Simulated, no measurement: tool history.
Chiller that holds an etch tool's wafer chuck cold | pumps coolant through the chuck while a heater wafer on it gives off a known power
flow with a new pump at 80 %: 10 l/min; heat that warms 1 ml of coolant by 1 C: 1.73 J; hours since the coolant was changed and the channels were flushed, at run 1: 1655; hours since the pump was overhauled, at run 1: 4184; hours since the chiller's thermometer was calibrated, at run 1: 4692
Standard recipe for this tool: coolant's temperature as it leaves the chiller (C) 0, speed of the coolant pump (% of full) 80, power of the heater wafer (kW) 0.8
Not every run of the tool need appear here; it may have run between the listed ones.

| run | hour | coolant's temperature as it leaves the chiller (C) | speed of the coolant pump (% of full) | power of the heater wafer (kW) | hours since the coolant was changed and the channels were flushed | hours since the pump was overhauled | hours since the chiller's thermometer was calibrated | chuck's temperature once it has settled (C) | how much warmer the coolant comes back (C) |
|---|---|---|---|---|---|---|---|---|---|
| 1 | 0 | 0 | 80 | 0.8 | 1655 | 4184 | 4692 | 5.9 | 2.77 |
| 2 | 58.7 | 0 | 80 | 0.8 | 1714 | 4243 | 4750 | 5.9 | 2.78 |
| 3 | 179.3 | 0 | 80 | 0.8 | 1835 | 4363 | 4871 | 6 | 2.76 |
|  | 225.1 | chiller's thermometer calibrated |
| 4 | 267.1 | 0 | 80 | 0.8 | 1921 | 4450 | 42 | 5.9 | 2.82 |
| 5 | 354.8 | 0 | 80 | 0.8 | 2009 | 4538 | 130 | 6 | 2.79 |
| 6 | 468.4 | 0 | 80 | 0.403 | 2123 | 4651 | 243 | 3.1 | 1.4 |
| 7 | 532 | 0 | 80 | 0.403 | 2186 | 4715 | 307 | 3 | 1.47 |
| 8 | 599.8 | -4 | 80 | 0.403 | 2254 | 4783 | 375 | -0.9 | 1.43 |
| 9 | 668.1 | -7 | 74 | 0.884 | 2322 | 4851 | 443 | -0.1 | 3.3 |
| 10 | 744.4 | 2 | 74 | 0.644 | 2399 | 4927 | 519 | 6.9 | 2.46 |
| 11 | 868.5 | 2 | 74 | 0.644 | 2523 | 5051 | 643 | 6.9 | 2.39 |
| 12 | 936.9 | 2 | 74 | 0.644 | 2591 | 5120 | 712 | 6.9 | 2.41 |
| 13 | 1019.8 | 4 | 69 | 0.971 | 2674 | 5203 | 795 | 12.1 | 3.98 |
| 14 | 1097 | 4 | 69 | 0.971 | 2751 | 5280 | 872 | 12.2 | 3.96 |

Alternative continuations, all from the tool just after run 14; predict every row:
|  | 1156.5 | coolant pump overhauled |
| A | 1218.7 | 0 | 99 | 0.8 | 2868 | 62 | 989 | ? | ? |
|  | 1156.5 | coolant pump overhauled |
| B | 1218.7 | 3 | 63 | 0.677 | 2868 | 62 | 989 | ? | ? |
|  | 1156.5 | coolant pump overhauled |
| C | 1218.7 | 0 | 80 | 0.413 | 2868 | 62 | 989 | ? | ? |

| run | chuck's temperature once it has settled (C) | how much warmer the coolant comes back (C) |
|---|---|---|
| A | 4.8 | 2.31 |
| B | 8.7 | 2.98 |
| C | 3.1 | 1.43 |
With no hidden state in the tool, these same runs would have given:
| run | chuck's temperature once it has settled (C) | how much warmer the coolant comes back (C) |
|---|---|---|
| A | 4.8 | 2.31 |
| B | 8.7 | 2.98 |
| C | 3.1 | 1.43 |
